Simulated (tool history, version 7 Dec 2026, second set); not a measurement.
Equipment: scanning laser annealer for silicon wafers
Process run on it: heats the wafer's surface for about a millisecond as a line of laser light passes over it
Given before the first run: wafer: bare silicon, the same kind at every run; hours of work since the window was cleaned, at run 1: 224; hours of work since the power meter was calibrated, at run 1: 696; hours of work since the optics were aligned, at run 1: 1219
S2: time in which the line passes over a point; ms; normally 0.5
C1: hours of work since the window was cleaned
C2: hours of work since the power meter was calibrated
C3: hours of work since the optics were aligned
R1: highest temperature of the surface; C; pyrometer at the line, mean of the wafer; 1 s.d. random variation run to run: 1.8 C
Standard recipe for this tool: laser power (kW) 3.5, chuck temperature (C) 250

Run 1, hour 0: usual settings; C1 224; C2 696; C3 1219. Result: R1 951 C.
Run 2, hour 66.8: usual settings; C1 255; C2 727; C3 1249. Result: R1 945 C.
Run 3, hour 115.1: usual settings; C1 277; C2 749; C3 1271. Result: R1 942 C.
Run 4, hour 181.7: usual settings; C1 307; C2 779; C3 1301. Result: R1 940 C.
Run 5, hour 224.2: usual settings; C1 326; C2 798; C3 1320. Result: R1 939 C.
At hour 261: window over the wafer cleaned.
At hour 283: optics aligned, line set to its width.
Run 6, hour 302: usual settings; C1 16; C2 830; C3 9. Result: R1 963 C.
Run 7, hour 341.7: usual settings but chuck temperature (C) 279; C1 34; C2 848; C3 27. Result: R1 991 C.
Run 8, hour 377.6: usual settings but chuck temperature (C) 279; C1 51; C2 865; C3 43. Result: R1 991 C.
Run 9, hour 421.3: usual settings but chuck temperature (C) 279; C1 71; C2 884; C3 63. Result: R1 988 C.
Run 10, hour 452.9: usual settings; C1 85; C2 899; C3 77. Result: R1 959 C.
Run 11, hour 489.3: usual settings; C1 101; C2 915; C3 94. Result: R1 961 C.
Run 12, hour 541.4: usual settings but laser power (kW) 3.644; C1 125; C2 939; C3 117. Result: R1 987 C.
Run 13, hour 612.8: usual settings but laser power (kW) 3.644; C1 158; C2 972; C3 150. Result: R1 987 C.
At hour 658.6: optics aligned, line set to its width, once more.
Run 14, hour 658.6: usual settings but laser power (kW) 3.644; C1 176; C2 990; C3 0. Result: R1 996 C.
Run 15, hour 714.7: usual settings but laser power (kW) 3.675; C1 202; C2 1016; C3 25. Result: R1 1002 C.
Run 16, hour 770: usual settings; C1 227; C2 1041; C3 51. Result: R1 957 C.
Run 17, hour 821.5: usual settings but laser power (kW) 3.458, S2 0.462 ms, chuck temperature (C) 213; C1 250; C2 1064; C3 74. Result: R1 879 C.
Run 18, hour 855.5: usual settings but laser power (kW) 3.809, S2 0.462 ms, chuck temperature (C) 266; C1 266; C2 1080; C3 89. Result: R1 1015 C.
Run 19, hour 916.6: usual settings but laser power (kW) 3.809, S2 0.462 ms, chuck temperature (C) 266; C1 293; C2 1107; C3 117. Result: R1 1016 C.
Run 20, hour 952.6: usual settings but laser power (kW) 3.072, chuck temperature (C) 285; C1 310; C2 1124; C3 134. Result: R1 881 C.
Run 21, hour 992.8: usual settings but laser power (kW) 3.072, chuck temperature (C) 285; C1 328; C2 1142; C3 152. Result: R1 880 C.
At hour 1025.7: window over the wafer cleaned.
Run 22, hour 1034.7: usual settings but laser power (kW) 3.072, chuck temperature (C) 285; C1 4; C2 1160; C3 170. Result: R1 903 C.
Run 23, hour 1104.9: usual settings but chuck temperature (C) 241; C1 36; C2 1192; C3 202. Result: R1 962 C.
Run 24, hour 1159.6: usual settings but chuck temperature (C) 241; C1 61; C2 1217; C3 227. Result: R1 961 C.
Run 25, hour 1219.1: usual settings but S2 0.573 ms; C1 88; C2 1244; C3 254. Result: R1 1015 C.
Run 26, hour 1248.6: usual settings but laser power (kW) 3.169; C1 101; C2 1257; C3 267. Result: R1 886 C.
Run 27, hour 1293.5: usual settings but laser power (kW) 3.76, S2 0.462 ms, chuck temperature (C) 278; C1 122; C2 1278; C3 288. Result: R1 1027 C.
Run 28, hour 1362.1: usual settings but laser power (kW) 3.76, S2 0.541 ms, chuck temperature (C) 269; C1 153; C2 1309; C3 319. Result: R1 1070 C.
Run 29, hour 1406.9: usual settings but laser power (kW) 3.83, S2 0.541 ms, chuck temperature (C) 229; C1 173; C2 1329; C3 339. Result: R1 1049 C.
Run 30, hour 1451.1: usual settings but laser power (kW) 3.058, S2 0.541 ms, chuck temperature (C) 282; C1 193; C2 1349; C3 359. Result: R1 903 C.
Run 31, hour 1515.7: usual settings but laser power (kW) 3.658, S2 0.357 ms, chuck temperature (C) 218; C1 223; C2 1379; C3 389. Result: R1 855 C.
Run 32, hour 1548.5: usual settings but laser power (kW) 3.704, S2 0.461 ms, chuck temperature (C) 218; C1 238; C2 1394; C3 403. Result: R1 942 C.

Here are 5 independent what-if runs from the current tool condition. What would each one return?
Run A, hour 1588.7: usual settings but laser power (kW) 3.06, S2 0.538 ms, chuck temperature (C) 218; C1 256; C2 1412; C3 422. Result: R1 ?.
Run B, hour 1588.7: usual settings but laser power (kW) 3.834, chuck temperature (C) 221; C1 256; C2 1412; C3 422. Result: R1 ?.
Run C, hour 1588.7: usual settings but laser power (kW) 3.209, S2 0.352 ms, chuck temperature (C) 247; C1 256; C2 1412; C3 422. Result: R1 ?.
Run D, hour 1588.7: usual settings but laser power (kW) 3.383, S2 0.566 ms; C1 256; C2 1412; C3 422. Result: R1 ?.
Run E, hour 1588.7: usual settings but laser power (kW) 3.03, S2 0.371 ms, chuck temperature (C) 229; C1 256; C2 1412; C3 422. Result: R1 ?.

run    R1
  A   835
  B  1003
  C   787
  D   961
  E   742
The same runs, with their run-to-run variation unchanged, on a tool lacking any hidden condition would have given:
run    R1
  A   853
  B  1026
  C   803
  D   982
  E   757
